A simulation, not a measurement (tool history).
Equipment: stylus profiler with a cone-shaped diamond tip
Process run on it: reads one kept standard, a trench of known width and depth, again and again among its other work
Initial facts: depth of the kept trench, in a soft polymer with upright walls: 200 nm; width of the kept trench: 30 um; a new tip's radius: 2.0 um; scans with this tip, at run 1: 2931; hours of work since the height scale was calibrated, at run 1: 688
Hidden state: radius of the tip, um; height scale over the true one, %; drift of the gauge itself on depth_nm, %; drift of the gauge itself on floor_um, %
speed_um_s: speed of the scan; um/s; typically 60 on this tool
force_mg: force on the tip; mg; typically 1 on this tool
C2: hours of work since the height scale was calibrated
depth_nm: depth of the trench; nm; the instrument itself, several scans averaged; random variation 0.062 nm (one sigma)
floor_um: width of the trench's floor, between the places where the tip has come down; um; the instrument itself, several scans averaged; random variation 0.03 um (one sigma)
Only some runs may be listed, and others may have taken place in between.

Run 1, hour 0: usual settings; scans with this tip 2931; C2 688. Result: depth_nm 201.19 nm, floor_um 27.6 um.
Run 2, hour 35.1: usual settings but speed_um_s 29 um/s; scans with this tip 3023; C2 709. Result: depth_nm 201.12 nm, floor_um 27.94 um.
Run 3, hour 65.6: usual settings but speed_um_s 29 um/s; scans with this tip 3104; C2 728. Result: depth_nm 201.16 nm, floor_um 27.9 um.
Run 4, hour 101.2: usual settings but speed_um_s 29 um/s; scans with this tip 3197; C2 750. Result: depth_nm 201.06 nm, floor_um 27.92 um.
Run 5, hour 133.9: usual settings but speed_um_s 166 um/s; scans with this tip 3283; C2 770. Result: depth_nm 201.01 nm, floor_um 26.57 um.
Run 6, hour 154: usual settings; scans with this tip 3336; C2 783. Result: depth_nm 201.11 nm, floor_um 27.59 um.
Run 7, hour 178.2: usual settings but force_mg 1.19 mg; scans with this tip 3400; C2 798. Result: depth_nm 201.35 nm, floor_um 27.69 um.
Run 8, hour 216.1: usual settings but force_mg 1.19 mg; scans with this tip 3500; C2 821. Result: depth_nm 201.45 nm, floor_um 27.65 um.
Run 9, hour 251.1: usual settings but speed_um_s 27 um/s, force_mg 2.91 mg; scans with this tip 3592; C2 843. Result: depth_nm 202.89 nm, floor_um 27.96 um.
Run 10, hour 278: usual settings but speed_um_s 27 um/s, force_mg 2.91 mg; scans with this tip 3663; C2 859. Result: depth_nm 202.8 nm, floor_um 28.03 um.
Run 11, hour 303.4: usual settings but speed_um_s 59 um/s, force_mg 1.68 mg; scans with this tip 3730; C2 875. Result: depth_nm 201.78 nm, floor_um 27.73 um.
Run 12, hour 340.3: usual settings but speed_um_s 16 um/s, force_mg 0.63 mg; scans with this tip 3827; C2 898. Result: depth_nm 200.64 nm, floor_um 27.93 um.

Run 13 comes next. What will it give?
Run 13, hour 376.2: usual settings but speed_um_s 42 um/s; scans with this tip 3921; C2 920. Result: depth_nm ?, floor_um ?.

Logged for run 13: depth_nm 201.05 nm, floor_um 27.76 um.
The same run, on a tool lacking any hidden state, would have yielded depth_nm 201.77 nm, floor_um 27.86 um.

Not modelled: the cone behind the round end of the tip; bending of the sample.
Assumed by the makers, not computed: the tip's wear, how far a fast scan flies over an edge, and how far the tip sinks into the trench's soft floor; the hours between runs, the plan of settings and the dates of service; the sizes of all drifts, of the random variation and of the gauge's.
